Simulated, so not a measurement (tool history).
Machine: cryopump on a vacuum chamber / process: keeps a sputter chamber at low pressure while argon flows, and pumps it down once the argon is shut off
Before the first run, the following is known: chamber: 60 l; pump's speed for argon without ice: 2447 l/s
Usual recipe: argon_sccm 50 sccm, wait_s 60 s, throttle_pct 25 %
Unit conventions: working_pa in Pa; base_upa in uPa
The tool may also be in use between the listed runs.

| run | hour | argon_sccm | wait_s | throttle_pct | working_pa | base_upa |
|---|---|---|---|---|---|---|
| 1 | 0.0 | 50 | 60 | 25 | 0.1386 | 1.39 |
| 2 | 11.1 | 50 | 60 | 25 | 0.1392 | 1.43 |
| 3 | 31.5 | 50 | 60 | 17 | 0.2044 | 1.48 |
| 4 | 46.7 | 50 | 60 | 17 | 0.2057 | 1.42 |
| 5 | 56.8 | 66 | 60 | 17 | 0.2709 | 1.47 |
| 6 | 75.1 | 21 | 60 | 25 | 0.0588 | 1.44 |
| 7 | 88.3 | 37 | 24 | 25 | 0.1040 | 2.67 |
| 8 | 100.9 | 37 | 24 | 25 | 0.1037 | 2.73 |
| 9 | 118.2 | 39 | 60 | 25 | 0.1101 | 1.49 |

What will run 10 give?
| 10 | 140.4 | 39 | 24 | 22 | ? | ? |

working_pa: 0.1243 Pa
base_upa: 2.68 uPa
Had the tool carried no hidden state, the very same run would have given working_pa 0.1219 Pa, base_upa 2.11 uPa.

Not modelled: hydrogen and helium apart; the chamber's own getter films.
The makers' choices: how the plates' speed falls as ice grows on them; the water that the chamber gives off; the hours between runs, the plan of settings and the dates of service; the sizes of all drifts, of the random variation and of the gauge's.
